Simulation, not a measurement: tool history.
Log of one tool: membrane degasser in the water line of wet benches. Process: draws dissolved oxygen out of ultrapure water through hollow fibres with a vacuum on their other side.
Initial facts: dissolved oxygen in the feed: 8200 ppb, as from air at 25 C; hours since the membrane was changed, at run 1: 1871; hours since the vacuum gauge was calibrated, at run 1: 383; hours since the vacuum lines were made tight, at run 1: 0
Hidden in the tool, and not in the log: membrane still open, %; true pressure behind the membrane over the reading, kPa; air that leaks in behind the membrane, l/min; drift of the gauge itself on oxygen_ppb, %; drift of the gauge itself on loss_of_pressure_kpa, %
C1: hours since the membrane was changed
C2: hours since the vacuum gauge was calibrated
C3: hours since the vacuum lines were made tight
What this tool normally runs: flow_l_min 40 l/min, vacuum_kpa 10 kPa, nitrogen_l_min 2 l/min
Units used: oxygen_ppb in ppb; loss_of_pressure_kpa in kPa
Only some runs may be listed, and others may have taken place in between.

{"run": 1, "hour": 0.0, "flow_l_min": 40, "vacuum_kpa": 10, "nitrogen_l_min": 2, "C1": 1871, "C2": 383, "C3": 0, "oxygen_ppb": 355.3, "loss_of_pressure_kpa": 68.32}
{"run": 2, "hour": 287.2, "flow_l_min": 40, "vacuum_kpa": 10, "nitrogen_l_min": 1.27, "C1": 2158, "C2": 671, "C3": 287, "oxygen_ppb": 485.7, "loss_of_pressure_kpa": 68.98}
{"run": 3, "hour": 553.0, "flow_l_min": 40, "vacuum_kpa": 10, "nitrogen_l_min": 2.38, "C1": 2424, "C2": 936, "C3": 553, "oxygen_ppb": 317.2, "loss_of_pressure_kpa": 68.43}
{"run": 4, "hour": 787.7, "flow_l_min": 40, "vacuum_kpa": 6.1, "nitrogen_l_min": 2.38, "C1": 2659, "C2": 1171, "C3": 788, "oxygen_ppb": 175.7, "loss_of_pressure_kpa": 68.87}
{"run": 5, "hour": 980.8, "flow_l_min": 40, "vacuum_kpa": 10, "nitrogen_l_min": 1.26, "C1": 2852, "C2": 1364, "C3": 981, "oxygen_ppb": 489.6, "loss_of_pressure_kpa": 69}
{"run": 6, "hour": 1294.9, "flow_l_min": 40, "vacuum_kpa": 10, "nitrogen_l_min": 1.26, "C1": 3166, "C2": 1678, "C3": 1295, "oxygen_ppb": 491, "loss_of_pressure_kpa": 69.33}
{"run": 7, "hour": 1503.7, "flow_l_min": 40, "vacuum_kpa": 10, "nitrogen_l_min": 1.26, "C1": 3375, "C2": 1887, "C3": 1504, "oxygen_ppb": 491.8, "loss_of_pressure_kpa": 69.01}
{"run": 8, "hour": 1801.7, "flow_l_min": 40, "vacuum_kpa": 10, "nitrogen_l_min": 2, "C1": 3673, "C2": 2185, "C3": 1802, "oxygen_ppb": 352.5, "loss_of_pressure_kpa": 68.71}
{"run": 9, "hour": 2106.3, "flow_l_min": 41, "vacuum_kpa": 10, "nitrogen_l_min": 2, "C1": 3977, "C2": 2490, "C3": 2106, "oxygen_ppb": 368.9, "loss_of_pressure_kpa": 71.16}
{"run": 10, "hour": 2293.6, "flow_l_min": 37, "vacuum_kpa": 10, "nitrogen_l_min": 2, "C1": 4165, "C2": 2677, "C3": 2294, "oxygen_ppb": 328, "loss_of_pressure_kpa": 64.12}
{"run": 11, "hour": 2477.1, "flow_l_min": 37, "vacuum_kpa": 10, "nitrogen_l_min": 2, "C1": 4348, "C2": 2860, "C3": 2477, "oxygen_ppb": 327.9, "loss_of_pressure_kpa": 64.44}
{"run": 12, "hour": 2630.0, "flow_l_min": 37, "vacuum_kpa": 10, "nitrogen_l_min": 2, "C1": 4501, "C2": 3013, "C3": 2630, "oxygen_ppb": 326.2, "loss_of_pressure_kpa": 64.06}
{"hour": 2910.2, "done": "vacuum gauge calibrated"}
{"run": 13, "hour": 2910.2, "flow_l_min": 37, "vacuum_kpa": 10, "nitrogen_l_min": 2, "C1": 4781, "C2": 0, "C3": 2910, "oxygen_ppb": 328.1, "loss_of_pressure_kpa": 64.31}
{"run": 14, "hour": 3094.5, "flow_l_min": 37, "vacuum_kpa": 10, "nitrogen_l_min": 2, "C1": 4965, "C2": 184, "C3": 3094, "oxygen_ppb": 330.7, "loss_of_pressure_kpa": 64.45}
{"run": 15, "hour": 3271.4, "flow_l_min": 40, "vacuum_kpa": 10, "nitrogen_l_min": 2, "C1": 5142, "C2": 361, "C3": 3271, "oxygen_ppb": 357, "loss_of_pressure_kpa": 69.13}
{"run": 16, "hour": 3461.1, "flow_l_min": 27, "vacuum_kpa": 10, "nitrogen_l_min": 2, "C1": 5332, "C2": 551, "C3": 3461, "oxygen_ppb": 234.2, "loss_of_pressure_kpa": 46.76}
{"run": 17, "hour": 3715.1, "flow_l_min": 40, "vacuum_kpa": 14, "nitrogen_l_min": 1.89, "C1": 5586, "C2": 805, "C3": 3715, "oxygen_ppb": 541.3, "loss_of_pressure_kpa": 69.79}
{"run": 18, "hour": 3971.7, "flow_l_min": 41, "vacuum_kpa": 10, "nitrogen_l_min": 2, "C1": 5842, "C2": 1062, "C3": 3971, "oxygen_ppb": 367.7, "loss_of_pressure_kpa": 71.01}

Predict the results of run 19:
{"run": 19, "hour": 4313.2, "flow_l_min": 41, "vacuum_kpa": 9.2, "nitrogen_l_min": 2, "C1": 6184, "C2": 1403, "C3": 4313, "oxygen_ppb": "?", "loss_of_pressure_kpa": "?"}

Logged for run 19: oxygen_ppb 331.7 ppb, loss_of_pressure_kpa 71.74 kPa.
If the tool had no hidden condition, the same run with the same run-to-run variation would have returned oxygen_ppb 331.5 ppb, loss_of_pressure_kpa 70.83 kPa.

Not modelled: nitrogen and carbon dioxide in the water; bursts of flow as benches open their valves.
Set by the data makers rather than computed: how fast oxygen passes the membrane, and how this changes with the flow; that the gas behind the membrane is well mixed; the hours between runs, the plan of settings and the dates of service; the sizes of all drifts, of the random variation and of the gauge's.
